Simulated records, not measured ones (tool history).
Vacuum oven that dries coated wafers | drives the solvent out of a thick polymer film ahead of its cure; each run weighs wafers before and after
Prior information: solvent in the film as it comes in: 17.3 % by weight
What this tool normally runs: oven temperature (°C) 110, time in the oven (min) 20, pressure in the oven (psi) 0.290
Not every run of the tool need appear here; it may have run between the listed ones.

run,hour,oven temperature (°C),time in the oven (min),pressure in the oven (psi),solvent left in the film (%)
1,0.0,110,20,0.290,1.69
2,13.8,110,20,0.290,1.73
3,22.8,110,20,0.290,1.72
4,29.8,110,20,0.290,1.66
5,40.9,110,20,0.290,1.68
6,47.8,110,20,0.290,1.71
7,63.9,110,20,0.290,1.70
8,77.0,110,20,0.290,1.71
9,88.8,110,20,0.290,1.66
10,99.1,110,20,0.290,1.73
11,113.7,110,16,0.290,2.25
12,122.4,110,15,0.290,2.47
13,130.1,107,20,1.108,4.60
14,139.8,98,20,0.831,5.90
15,147.2,98,23,0.724,4.99
16,162.1,112,20,0.218,1.33
17,175.5,119,20,0.193,0.69
18,191.0,114,13,0.673,3.28
19,201.6,110,15,0.290,2.48
20,211.9,97,17,0.290,4.67
21,221.1,105,17,0.464,3.58
22,230.8,105,17,0.464,3.53
23,239.0,114,10,0.714,4.32
24,246.7,105,10,0.714,6.40

Alternative continuations, all from the tool just after run 24; predict every row:
A,257.6,105,16,0.714,?
B,257.6,107,34,0.244,?
C,257.6,110,29,0.290,?

run,solvent left in the film (%)
A,4.53
B,1.04
C,1.17
Take away the tool's hidden state, keep each run's random variation, and the runs would have read:
run,solvent left in the film (%)
A,4.54
B,0.99
C,1.14

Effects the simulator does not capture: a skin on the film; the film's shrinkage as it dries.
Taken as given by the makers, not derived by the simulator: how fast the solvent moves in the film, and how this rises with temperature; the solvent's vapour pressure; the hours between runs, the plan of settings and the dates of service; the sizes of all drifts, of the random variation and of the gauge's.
